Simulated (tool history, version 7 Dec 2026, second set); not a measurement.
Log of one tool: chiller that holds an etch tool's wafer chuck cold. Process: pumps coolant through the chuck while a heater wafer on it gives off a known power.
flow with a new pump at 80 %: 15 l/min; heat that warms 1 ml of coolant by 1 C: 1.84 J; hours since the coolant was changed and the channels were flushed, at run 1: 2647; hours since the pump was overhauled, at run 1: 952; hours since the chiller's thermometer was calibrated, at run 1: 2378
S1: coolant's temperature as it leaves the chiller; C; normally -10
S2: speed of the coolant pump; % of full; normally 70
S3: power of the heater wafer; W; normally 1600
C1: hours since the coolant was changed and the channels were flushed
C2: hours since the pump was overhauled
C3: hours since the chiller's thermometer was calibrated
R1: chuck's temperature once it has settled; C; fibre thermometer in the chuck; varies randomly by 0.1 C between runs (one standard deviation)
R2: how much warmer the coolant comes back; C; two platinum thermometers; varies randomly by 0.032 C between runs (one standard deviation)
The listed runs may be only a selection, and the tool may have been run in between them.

{"run": 1, "hour": 0.0, "S1": -10, "S2": 70, "S3": 1600, "C1": 2647, "C2": 952, "C3": 2378, "R1": 2.7, "R2": 3.98}
{"run": 2, "hour": 52.8, "S1": -10, "S2": 70, "S3": 1600, "C1": 2700, "C2": 1005, "C3": 2431, "R1": 2.8, "R2": 4.01}
{"run": 3, "hour": 94.5, "S1": -10, "S2": 70, "S3": 1600, "C1": 2742, "C2": 1047, "C3": 2473, "R1": 2.9, "R2": 4.05}
{"run": 4, "hour": 130.8, "S1": -10, "S2": 73, "S3": 1600, "C1": 2778, "C2": 1083, "C3": 2509, "R1": 2.4, "R2": 3.87}
{"run": 5, "hour": 198.0, "S1": -7, "S2": 73, "S3": 1600, "C1": 2845, "C2": 1150, "C3": 2576, "R1": 5.1, "R2": 3.88}
{"run": 6, "hour": 261.6, "S1": -7, "S2": 73, "S3": 1600, "C1": 2909, "C2": 1214, "C3": 2640, "R1": 5.4, "R2": 3.83}
{"run": 7, "hour": 314.3, "S1": -10, "S2": 70, "S3": 2217, "C1": 2962, "C2": 1267, "C3": 2693, "R1": 7.7, "R2": 5.55}
{"run": 8, "hour": 366.7, "S1": -10, "S2": 70, "S3": 2217, "C1": 3014, "C2": 1319, "C3": 2745, "R1": 7.7, "R2": 5.57}
{"run": 9, "hour": 422.5, "S1": -10, "S2": 70, "S3": 2217, "C1": 3070, "C2": 1375, "C3": 2801, "R1": 7.8, "R2": 5.57}
{"run": 10, "hour": 480.0, "S1": -10, "S2": 70, "S3": 843, "C1": 3127, "C2": 1432, "C3": 2858, "R1": -3.1, "R2": 2.1}
{"run": 11, "hour": 544.5, "S1": -10, "S2": 62, "S3": 1600, "C1": 3192, "C2": 1497, "C3": 2923, "R1": 4.0, "R2": 4.52}
{"run": 12, "hour": 592.1, "S1": -16, "S2": 62, "S3": 1611, "C1": 3239, "C2": 1544, "C3": 2970, "R1": -2.0, "R2": 4.63}
{"run": 13, "hour": 633.5, "S1": -16, "S2": 70, "S3": 1862, "C1": 3281, "C2": 1586, "C3": 3012, "R1": -1.3, "R2": 4.68}
{"run": 14, "hour": 669.6, "S1": -14, "S2": 95, "S3": 1053, "C1": 3317, "C2": 1622, "C3": 3048, "R1": -7.3, "R2": 1.95}
{"run": 15, "hour": 704.6, "S1": -14, "S2": 96, "S3": 2041, "C1": 3352, "C2": 1657, "C3": 3083, "R1": -1.0, "R2": 3.67}
{"run": 16, "hour": 769.7, "S1": -2, "S2": 72, "S3": 1203, "C1": 3417, "C2": 1722, "C3": 3148, "R1": 7.6, "R2": 2.87}
{"run": 17, "hour": 833.0, "S1": -10, "S2": 72, "S3": 981, "C1": 3480, "C2": 1785, "C3": 3211, "R1": -2.4, "R2": 2.34}
{"run": 18, "hour": 897.5, "S1": -18, "S2": 72, "S3": 1890, "C1": 3545, "C2": 1850, "C3": 3276, "R1": -3.3, "R2": 4.6}
{"run": 19, "hour": 961.7, "S1": -11, "S2": 70, "S3": 1333, "C1": 3609, "C2": 1914, "C3": 3340, "R1": -0.5, "R2": 3.35}
{"run": 20, "hour": 1020.8, "S1": -15, "S2": 92, "S3": 1821, "C1": 3668, "C2": 1973, "C3": 3399, "R1": -3.1, "R2": 3.46}
{"run": 21, "hour": 1068.1, "S1": -10, "S2": 70, "S3": 1108, "C1": 3716, "C2": 2020, "C3": 3446, "R1": -1.1, "R2": 2.82}
{"run": 22, "hour": 1131.5, "S1": -18, "S2": 98, "S3": 2138, "C1": 3779, "C2": 2084, "C3": 3510, "R1": -4.7, "R2": 3.81}

Consider 3 possible next runs. They are alternatives, not a sequence: every one starts from the tool as it was left by run 22. What does each give?
{"run": "A", "hour": 1173.1, "S1": -10, "S2": 70, "S3": 1692, "C1": 3820, "C2": 2125, "C3": 3551, "R1": "?", "R2": "?"}
{"run": "B", "hour": 1173.1, "S1": -10, "S2": 77, "S3": 1347, "C1": 3820, "C2": 2125, "C3": 3551, "R1": "?", "R2": "?"}
{"run": "C", "hour": 1173.1, "S1": -1, "S2": 63, "S3": 1600, "C1": 3820, "C2": 2125, "C3": 3551, "R1": "?", "R2": "?"}

run=A R1=3.3 R2=4.25
run=B R1=0.2 R2=3.02
run=C R1=12.6 R2=4.49
The same runs, with their run-to-run variation unchanged, on a tool lacking any hidden condition would have given:
run=A R1=3.3 R2=4.25
run=B R1=0.2 R2=3.02
run=C R1=12.6 R2=4.48
